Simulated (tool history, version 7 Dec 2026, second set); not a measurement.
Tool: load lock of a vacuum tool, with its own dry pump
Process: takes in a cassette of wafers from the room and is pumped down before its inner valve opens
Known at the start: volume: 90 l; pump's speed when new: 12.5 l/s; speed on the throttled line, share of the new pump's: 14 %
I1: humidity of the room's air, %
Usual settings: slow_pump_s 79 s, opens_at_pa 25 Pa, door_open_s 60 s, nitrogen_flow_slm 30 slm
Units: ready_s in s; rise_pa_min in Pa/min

{"run": 1, "hour": 0.0, "slow_pump_s": 79, "opens_at_pa": 25, "door_open_s": 60, "nitrogen_flow_slm": 30, "I1": 46.8, "ready_s": 127.7, "rise_pa_min": 0.027}
{"run": 2, "hour": 382.2, "slow_pump_s": 79, "opens_at_pa": 25, "door_open_s": 60, "nitrogen_flow_slm": 30, "I1": 50.4, "ready_s": 128.1, "rise_pa_min": 0.022}
{"run": 3, "hour": 862.1, "slow_pump_s": 79, "opens_at_pa": 25, "door_open_s": 60, "nitrogen_flow_slm": 30, "I1": 45.4, "ready_s": 127.2, "rise_pa_min": 0.021}
{"run": 4, "hour": 1202.1, "slow_pump_s": 79, "opens_at_pa": 25, "door_open_s": 60, "nitrogen_flow_slm": 30, "I1": 40.1, "ready_s": 128.4, "rise_pa_min": 0.023}
{"run": 5, "hour": 1589.9, "slow_pump_s": 79, "opens_at_pa": 25, "door_open_s": 60, "nitrogen_flow_slm": 30, "I1": 46.8, "ready_s": 127.9, "rise_pa_min": 0.022}
{"run": 6, "hour": 2104.6, "slow_pump_s": 79, "opens_at_pa": 25, "door_open_s": 28, "nitrogen_flow_slm": 9, "I1": 42.5, "ready_s": 128.1, "rise_pa_min": 0.024}
{"run": 7, "hour": 2540.3, "slow_pump_s": 79, "opens_at_pa": 25, "door_open_s": 28, "nitrogen_flow_slm": 9, "I1": 47.2, "ready_s": 127.3, "rise_pa_min": 0.028}
{"run": 8, "hour": 3025.5, "slow_pump_s": 79, "opens_at_pa": 25, "door_open_s": 28, "nitrogen_flow_slm": 9, "I1": 43.4, "ready_s": 128.0, "rise_pa_min": 0.026}
{"run": 9, "hour": 3474.7, "slow_pump_s": 79, "opens_at_pa": 20, "door_open_s": 195, "nitrogen_flow_slm": 13, "I1": 47.4, "ready_s": 129.4, "rise_pa_min": 0.063}
{"run": 10, "hour": 3819.0, "slow_pump_s": 155, "opens_at_pa": 27, "door_open_s": 136, "nitrogen_flow_slm": 12, "I1": 46.2, "ready_s": 192.5, "rise_pa_min": 0.049}

4 ways to go on from here, each from the tool as it stands after run 10. What would each give?
{"run": "A", "hour": 4052.7, "slow_pump_s": 48, "opens_at_pa": 25, "door_open_s": 72, "nitrogen_flow_slm": 29, "I1": 45.1, "ready_s": "?", "rise_pa_min": "?"}
{"run": "B", "hour": 4052.7, "slow_pump_s": 79, "opens_at_pa": 20, "door_open_s": 60, "nitrogen_flow_slm": 30, "I1": 49.5, "ready_s": "?", "rise_pa_min": "?"}
{"run": "C", "hour": 4052.7, "slow_pump_s": 79, "opens_at_pa": 25, "door_open_s": 110, "nitrogen_flow_slm": 30, "I1": 47.4, "ready_s": "?", "rise_pa_min": "?"}
{"run": "D", "hour": 4052.7, "slow_pump_s": 59, "opens_at_pa": 22, "door_open_s": 60, "nitrogen_flow_slm": 30, "I1": 49.4, "ready_s": "?", "rise_pa_min": "?"}

run=A ready_s=100.9 rise_pa_min=0.025
run=B ready_s=129.7 rise_pa_min=0.029
run=C ready_s=127.5 rise_pa_min=0.026
run=D ready_s=111.6 rise_pa_min=0.022
Without the tool's hidden state the same runs would have given:
run=A ready_s=100.9 rise_pa_min=0.023
run=B ready_s=129.7 rise_pa_min=0.027
run=C ready_s=127.5 rise_pa_min=0.024
run=D ready_s=111.6 rise_pa_min=0.020

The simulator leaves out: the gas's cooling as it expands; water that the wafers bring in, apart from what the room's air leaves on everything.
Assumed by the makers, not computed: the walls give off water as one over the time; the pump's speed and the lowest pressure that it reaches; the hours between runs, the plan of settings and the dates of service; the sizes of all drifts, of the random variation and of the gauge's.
